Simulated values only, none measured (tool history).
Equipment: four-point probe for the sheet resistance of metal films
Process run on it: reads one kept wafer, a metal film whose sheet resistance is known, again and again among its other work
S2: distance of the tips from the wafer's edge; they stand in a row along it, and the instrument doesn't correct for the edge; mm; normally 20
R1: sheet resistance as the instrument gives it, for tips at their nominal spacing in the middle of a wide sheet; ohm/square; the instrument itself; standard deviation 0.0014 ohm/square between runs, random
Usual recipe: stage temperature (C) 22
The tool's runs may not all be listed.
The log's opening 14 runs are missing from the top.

{"run": 15, "day": 12.25, "stage temperature (C)": 22, "S2": 30, "R1": 7.193847}
{"run": 16, "day": 13.117, "stage temperature (C)": 22, "S2": 20, "R1": 7.193679}
{"day": 13.242, "done": "stage's thermometer calibrated"}
{"run": 17, "day": 14.342, "stage temperature (C)": 22, "S2": 20, "R1": 7.196177}
{"run": 18, "day": 15.004, "stage temperature (C)": 22, "S2": 20, "R1": 7.195057}
{"run": 19, "day": 15.683, "stage temperature (C)": 22, "S2": 20, "R1": 7.197853}
{"run": 20, "day": 16.533, "stage temperature (C)": 32, "S2": 4, "R1": 7.219506}
{"run": 21, "day": 17.029, "stage temperature (C)": 32, "S2": 4, "R1": 7.215586}
{"run": 22, "day": 18.196, "stage temperature (C)": 22, "S2": 10, "R1": 7.202872}
{"run": 23, "day": 19.246, "stage temperature (C)": 22, "S2": 7, "R1": 7.212744}
{"run": 24, "day": 20.371, "stage temperature (C)": 22, "S2": 22, "R1": 7.195034}
{"day": 20.571, "done": "stage's thermometer calibrated, once more"}
{"run": 25, "day": 21.462, "stage temperature (C)": 27, "S2": 6, "R1": 7.199835}
{"run": 26, "day": 22.154, "stage temperature (C)": 28, "S2": 4, "R1": 7.229029}
{"run": 27, "day": 22.971, "stage temperature (C)": 29, "S2": 6, "R1": 7.191694}
{"run": 28, "day": 23.992, "stage temperature (C)": 31, "S2": 5, "R1": 7.197707}
{"run": 29, "day": 24.788, "stage temperature (C)": 33, "S2": 24, "R1": 7.156058}
{"run": 30, "day": 25.362, "stage temperature (C)": 33, "S2": 24, "R1": 7.154663}
{"run": 31, "day": 26.579, "stage temperature (C)": 18, "S2": 7, "R1": 7.22526}
{"run": 32, "day": 27.7, "stage temperature (C)": 19, "S2": 61, "R1": 7.202054}
{"run": 33, "day": 28.825, "stage temperature (C)": 19, "S2": 61, "R1": 7.209102}

Below are 5 alternative next runs, each starting from the tool's condition after run 33. Predict each:
{"run": "A", "day": 29.971, "stage temperature (C)": 26, "S2": 15, "R1": "?"}
{"run": "B", "day": 29.971, "stage temperature (C)": 23, "S2": 50, "R1": "?"}
{"run": "C", "day": 29.971, "stage temperature (C)": 22, "S2": 4, "R1": "?"}
{"run": "D", "day": 29.971, "stage temperature (C)": 22, "S2": 20, "R1": "?"}
{"run": "E", "day": 29.971, "stage temperature (C)": 27, "S2": 24, "R1": "?"}

run=A R1=7.182487
run=B R1=7.189661
run=C R1=7.254163
run=D R1=7.196216
run=E R1=7.178641
What these runs would have given with no unlogged condition in the tool:
run=A R1=7.183116
run=B R1=7.190286
run=C R1=7.254792
run=D R1=7.19684
run=E R1=7.179272
